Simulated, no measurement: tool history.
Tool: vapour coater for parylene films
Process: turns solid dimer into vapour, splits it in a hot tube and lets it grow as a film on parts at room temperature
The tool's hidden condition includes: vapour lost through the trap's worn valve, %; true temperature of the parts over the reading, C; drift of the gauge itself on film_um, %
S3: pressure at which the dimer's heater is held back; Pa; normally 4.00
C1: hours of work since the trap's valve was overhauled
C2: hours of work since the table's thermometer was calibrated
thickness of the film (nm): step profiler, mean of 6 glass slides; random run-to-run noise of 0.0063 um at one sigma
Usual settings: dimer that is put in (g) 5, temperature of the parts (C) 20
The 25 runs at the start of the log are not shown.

run 26 day=64.129 | dimer_that_is_put_in_(g)=2 temperature_of_the_parts_(C)=28 S3=4.00 | C1=266 C2=476 | thickness_of_the_film_(nm)=335
-- day=64.521 trap's valve overhauled
run 27 day=65.912 | dimer_that_is_put_in_(g)=2 temperature_of_the_parts_(C)=28 S3=4.00 | C1=18 C2=497 | thickness_of_the_film_(nm)=353
run 28 day=68.033 | dimer_that_is_put_in_(g)=2 temperature_of_the_parts_(C)=28 S3=8.91 | C1=46 C2=525 | thickness_of_the_film_(nm)=289
run 29 day=70.692 | dimer_that_is_put_in_(g)=6 temperature_of_the_parts_(C)=27 S3=7.52 | C1=81 C2=560 | thickness_of_the_film_(nm)=910
run 30 day=72.317 | dimer_that_is_put_in_(g)=6 temperature_of_the_parts_(C)=27 S3=10.22 | C1=102 C2=581 | thickness_of_the_film_(nm)=839
run 31 day=75.312 | dimer_that_is_put_in_(g)=4 temperature_of_the_parts_(C)=20 S3=4.00 | C1=141 C2=620 | thickness_of_the_film_(nm)=868
run 32 day=77.246 | dimer_that_is_put_in_(g)=5 temperature_of_the_parts_(C)=19 S3=3.38 | C1=166 C2=645 | thickness_of_the_film_(nm)=1148
run 33 day=80.308 | dimer_that_is_put_in_(g)=5 temperature_of_the_parts_(C)=19 S3=3.38 | C1=206 C2=685 | thickness_of_the_film_(nm)=1145
run 34 day=83.617 | dimer_that_is_put_in_(g)=5 temperature_of_the_parts_(C)=13 S3=2.71 | C1=250 C2=729 | thickness_of_the_film_(nm)=1411
-- day=85.300 trap's valve overhauled
run 35 day=85.371 | dimer_that_is_put_in_(g)=5 temperature_of_the_parts_(C)=17 S3=4.00 | C1=1 C2=749 | thickness_of_the_film_(nm)=1213
run 36 day=88.300 | dimer_that_is_put_in_(g)=3 temperature_of_the_parts_(C)=17 S3=4.00 | C1=39 C2=788 | thickness_of_the_film_(nm)=709
run 37 day=89.967 | dimer_that_is_put_in_(g)=4 temperature_of_the_parts_(C)=15 S3=2.03 | C1=61 C2=809 | thickness_of_the_film_(nm)=1184
run 38 day=92.488 | dimer_that_is_put_in_(g)=5 temperature_of_the_parts_(C)=29 S3=9.69 | C1=94 C2=842 | thickness_of_the_film_(nm)=672
run 39 day=96.046 | dimer_that_is_put_in_(g)=5 temperature_of_the_parts_(C)=29 S3=9.69 | C1=140 C2=889 | thickness_of_the_film_(nm)=673

Below are 4 alternative next runs, each starting from the tool's condition after run 39. Predict each:
run A day=99.617 | dimer_that_is_put_in_(g)=2 temperature_of_the_parts_(C)=20 S3=4.00 | C1=187 C2=936 | thickness_of_the_film_(nm)=?
run B day=99.617 | dimer_that_is_put_in_(g)=4 temperature_of_the_parts_(C)=21 S3=4.00 | C1=187 C2=936 | thickness_of_the_film_(nm)=?
run C day=99.617 | dimer_that_is_put_in_(g)=5 temperature_of_the_parts_(C)=20 S3=9.04 | C1=187 C2=936 | thickness_of_the_film_(nm)=?
run D day=99.617 | dimer_that_is_put_in_(g)=8 temperature_of_the_parts_(C)=20 S3=4.00 | C1=187 C2=936 | thickness_of_the_film_(nm)=?

run=A thickness_of_the_film_(nm)=413
run=B thickness_of_the_film_(nm)=817
run=C thickness_of_the_film_(nm)=889
run=D thickness_of_the_film_(nm)=1708
With no hidden state in the tool, these same runs would have given:
run=A thickness_of_the_film_(nm)=433
run=B thickness_of_the_film_(nm)=857
run=C thickness_of_the_film_(nm)=932
run=D thickness_of_the_film_(nm)=1792
